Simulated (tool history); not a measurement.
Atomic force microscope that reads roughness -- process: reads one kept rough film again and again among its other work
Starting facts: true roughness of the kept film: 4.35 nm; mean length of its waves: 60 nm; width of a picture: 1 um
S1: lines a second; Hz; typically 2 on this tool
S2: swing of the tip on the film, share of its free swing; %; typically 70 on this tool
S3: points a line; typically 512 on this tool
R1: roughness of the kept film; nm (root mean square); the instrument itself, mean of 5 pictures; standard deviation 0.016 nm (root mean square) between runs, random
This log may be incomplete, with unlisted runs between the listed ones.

run   hour    S1  S2   S3     R1
  1      0     2  70  512  3.835
  2   21.9     2  70  502   3.84
  3   36.3     2  70  502   3.85
  4     59   0.9  70  512  4.069
  5   70.9   0.9  89  512  3.807
  6   87.9     2  70  512  3.848
  7  110.4     2  70  512  3.856
  8  121.4     2  70  512   3.82
  9  135.8     2  70  288  3.841
 10  150.9     2  70  288  3.851
 11  168.8     2  63  288  3.942
 12    183     2  63  288  3.952
 13  200.5     2  63  288  3.947
 14  214.9     2  63  288  3.968
 15  232.4     2  63  288  3.975
 16  244.8     2  63  288  3.976
 17  259.4     2  69  512  3.882
 18  280.1  2.62  70  512  3.759
 19  295.9  2.62  70  512  3.739
 20  313.7     2  70  473  3.871
 21    328     2  70  473  3.844
 22  341.4     2  70  473  3.855
 23  363.1     2  70  473  3.861
 24  381.8     2  70  512  3.846
 25  401.9     2  70  512  3.846
 26  419.2  1.79  70  512  3.882
 27  436.1  0.85  68  512  4.069
 28  457.9  0.85  68  512  4.087
 29  480.2  2.25  66  512  3.893
 30  502.5  2.25  66  512  3.866
 31  524.4  1.03  60  811   4.15
 32    536     2  85  512  3.474
 33  549.9  1.77  83  512  3.604
 34  562.2  0.54  87  512  3.968
 35  573.8  2.16  63  414  3.953
 36  586.8     2  76  309  3.723
 37  609.5  0.87  70  457  4.076
 38  619.4  1.32  59  485  4.109
 39  639.2  1.32  59  485  4.093
 40  659.3  0.94  76  485  3.959
 41  676.3  0.55  70  447  4.136
 42  692.6  0.54  70  870  4.141
 43    708  1.91  79  770  3.668
 44  717.9  1.91  79  770  3.639
 45  729.5  2.38  80  512  3.508
 46  747.1  2.38  80  512  3.521
 47    766  0.83  80  512  3.967
 48  784.1  0.96  61  875  4.135
 49  801.9  0.96  61  875  4.115
 50    813  3.49  76  912  3.407
 51  830.1  0.97  62  528  4.097
 52  850.4  1.15  62  892  4.097

Withheld: 11 entries from between the runs. Position of each, and hidden state at the listed run before versus the listed run after:
Run 1 -> run 2: new tip fitted (hour 4.2)
  radius of the tip, nm: 5.4 -> 5.1
Run 5 -> run 6: new tip fitted (hour 87.9)
  radius of the tip, nm: 5.3 -> 5
Run 11 -> run 12: new tip fitted (hour 171.1)
  radius of the tip, nm: 5.4 -> 5.1
Run 16 -> run 17: new tip fitted (hour 254.4)
  radius of the tip, nm: 5.4 -> 5
Run 21 -> run 22: new tip fitted (hour 339)
  radius of the tip, nm: 5.4 -> 5; height scale over the true one, %: 0 -> 0.01
Run 26 -> run 27: new tip fitted (hour 422.8)
  radius of the tip, nm: 5.4 -> 5.1
Run 30 -> run 31: new tip fitted (hour 506.7)
  radius of the tip, nm: 5.4 -> 5.1
Run 36 -> run 37: new tip fitted (hour 590.5)
  radius of the tip, nm: 5.4 -> 5.1
Run 40 -> run 41: new tip fitted (hour 674.4)
  radius of the tip, nm: 5.3 -> 5
Run 46 -> run 47: new tip fitted (hour 757.7)
  radius of the tip, nm: 5.3 -> 5
Run 51 -> run 52: new tip fitted (hour 841.1)
  radius of the tip, nm: 5.4 -> 5.1

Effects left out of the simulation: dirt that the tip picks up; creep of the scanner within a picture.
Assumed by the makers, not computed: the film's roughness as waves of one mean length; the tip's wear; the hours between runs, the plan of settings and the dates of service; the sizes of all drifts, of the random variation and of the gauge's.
